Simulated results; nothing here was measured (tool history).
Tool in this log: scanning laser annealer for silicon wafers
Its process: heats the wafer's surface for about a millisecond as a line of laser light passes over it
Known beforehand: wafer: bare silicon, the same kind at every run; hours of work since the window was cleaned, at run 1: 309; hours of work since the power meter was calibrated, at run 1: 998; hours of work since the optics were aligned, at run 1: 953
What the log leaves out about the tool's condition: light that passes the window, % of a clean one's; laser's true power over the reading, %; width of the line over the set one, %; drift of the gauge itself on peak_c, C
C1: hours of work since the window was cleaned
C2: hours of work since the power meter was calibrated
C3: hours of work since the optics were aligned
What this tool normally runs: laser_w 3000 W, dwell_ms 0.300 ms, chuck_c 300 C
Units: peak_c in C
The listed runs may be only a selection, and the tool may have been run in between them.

{"run": 1, "day": 0.0, "laser_w": 3000, "dwell_ms": 0.3, "chuck_c": 300, "C1": 309, "C2": 998, "C3": 953, "peak_c": 1027}
{"run": 2, "day": 1.492, "laser_w": 3000, "dwell_ms": 0.3, "chuck_c": 309, "C1": 327, "C2": 1017, "C3": 972, "peak_c": 1037}
{"run": 3, "day": 2.858, "laser_w": 3000, "dwell_ms": 0.3, "chuck_c": 309, "C1": 344, "C2": 1034, "C3": 989, "peak_c": 1038}
{"run": 4, "day": 3.821, "laser_w": 2965, "dwell_ms": 0.3, "chuck_c": 309, "C1": 357, "C2": 1046, "C3": 1001, "peak_c": 1025}
{"run": 5, "day": 4.825, "laser_w": 3000, "dwell_ms": 0.3, "chuck_c": 300, "C1": 369, "C2": 1059, "C3": 1014, "peak_c": 1025}
{"run": 6, "day": 6.292, "laser_w": 3000, "dwell_ms": 0.3, "chuck_c": 265, "C1": 388, "C2": 1077, "C3": 1032, "peak_c": 988}
{"run": 7, "day": 7.5, "laser_w": 3000, "dwell_ms": 0.3, "chuck_c": 265, "C1": 403, "C2": 1092, "C3": 1047, "peak_c": 993}
{"run": 8, "day": 9.25, "laser_w": 3000, "dwell_ms": 0.3, "chuck_c": 265, "C1": 425, "C2": 1114, "C3": 1069, "peak_c": 993}
{"run": 9, "day": 10.233, "laser_w": 3000, "dwell_ms": 0.3, "chuck_c": 265, "C1": 437, "C2": 1127, "C3": 1082, "peak_c": 993}
{"run": 10, "day": 12.229, "laser_w": 3000, "dwell_ms": 0.3, "chuck_c": 265, "C1": 462, "C2": 1152, "C3": 1107, "peak_c": 995}
{"run": 11, "day": 13.762, "laser_w": 3000, "dwell_ms": 0.3, "chuck_c": 265, "C1": 481, "C2": 1171, "C3": 1126, "peak_c": 990}
{"run": 12, "day": 15.496, "laser_w": 3000, "dwell_ms": 0.292, "chuck_c": 300, "C1": 503, "C2": 1193, "C3": 1148, "peak_c": 1012}
{"run": 13, "day": 16.5, "laser_w": 3000, "dwell_ms": 0.292, "chuck_c": 300, "C1": 516, "C2": 1206, "C3": 1160, "peak_c": 1012}
{"day": 17.092, "done": "window over the wafer cleaned"}
{"run": 14, "day": 18.579, "laser_w": 3000, "dwell_ms": 0.292, "chuck_c": 300, "C1": 19, "C2": 1231, "C3": 1185, "peak_c": 1016}
{"run": 15, "day": 19.875, "laser_w": 3000, "dwell_ms": 0.3, "chuck_c": 300, "C1": 35, "C2": 1247, "C3": 1202, "peak_c": 1025}
{"run": 16, "day": 21.762, "laser_w": 3087, "dwell_ms": 0.3, "chuck_c": 300, "C1": 59, "C2": 1271, "C3": 1225, "peak_c": 1049}
{"day": 22.525, "done": "optics aligned, line set to its width"}
{"run": 17, "day": 23.046, "laser_w": 3000, "dwell_ms": 0.3, "chuck_c": 300, "C1": 72, "C2": 1284, "C3": 7, "peak_c": 1025}
{"run": 18, "day": 24.333, "laser_w": 3000, "dwell_ms": 0.3, "chuck_c": 300, "C1": 88, "C2": 1300, "C3": 23, "peak_c": 1029}
{"run": 19, "day": 25.904, "laser_w": 3000, "dwell_ms": 0.3, "chuck_c": 300, "C1": 108, "C2": 1320, "C3": 42, "peak_c": 1027}
{"run": 20, "day": 26.983, "laser_w": 3000, "dwell_ms": 0.3, "chuck_c": 300, "C1": 122, "C2": 1334, "C3": 56, "peak_c": 1026}
{"run": 21, "day": 28.179, "laser_w": 3000, "dwell_ms": 0.282, "chuck_c": 333, "C1": 137, "C2": 1349, "C3": 71, "peak_c": 1033}
{"run": 22, "day": 29.504, "laser_w": 3000, "dwell_ms": 0.282, "chuck_c": 333, "C1": 153, "C2": 1365, "C3": 88, "peak_c": 1034}
{"run": 23, "day": 30.754, "laser_w": 3282, "dwell_ms": 0.301, "chuck_c": 301, "C1": 169, "C2": 1381, "C3": 103, "peak_c": 1104}
{"run": 24, "day": 32.167, "laser_w": 2639, "dwell_ms": 0.3, "chuck_c": 264, "C1": 187, "C2": 1399, "C3": 121, "peak_c": 902}
{"run": 25, "day": 33.5, "laser_w": 2564, "dwell_ms": 0.362, "chuck_c": 312, "C1": 204, "C2": 1415, "C3": 138, "peak_c": 995}
{"run": 26, "day": 34.483, "laser_w": 2564, "dwell_ms": 0.22, "chuck_c": 318, "C1": 216, "C2": 1428, "C3": 150, "peak_c": 837}
{"run": 27, "day": 35.421, "laser_w": 2745, "dwell_ms": 0.3, "chuck_c": 280, "C1": 228, "C2": 1440, "C3": 162, "peak_c": 943}

What does the tool deliver on the next run?
{"run": 28, "day": 37.396, "laser_w": 2875, "dwell_ms": 0.3, "chuck_c": 336, "C1": 252, "C2": 1464, "C3": 187, "peak_c": "?"}

Logged for run 28: peak_c 1032 C.
Take away the tool's hidden state, keep the run-to-run variation as it was, and the same run would have given peak_c 1032 C.

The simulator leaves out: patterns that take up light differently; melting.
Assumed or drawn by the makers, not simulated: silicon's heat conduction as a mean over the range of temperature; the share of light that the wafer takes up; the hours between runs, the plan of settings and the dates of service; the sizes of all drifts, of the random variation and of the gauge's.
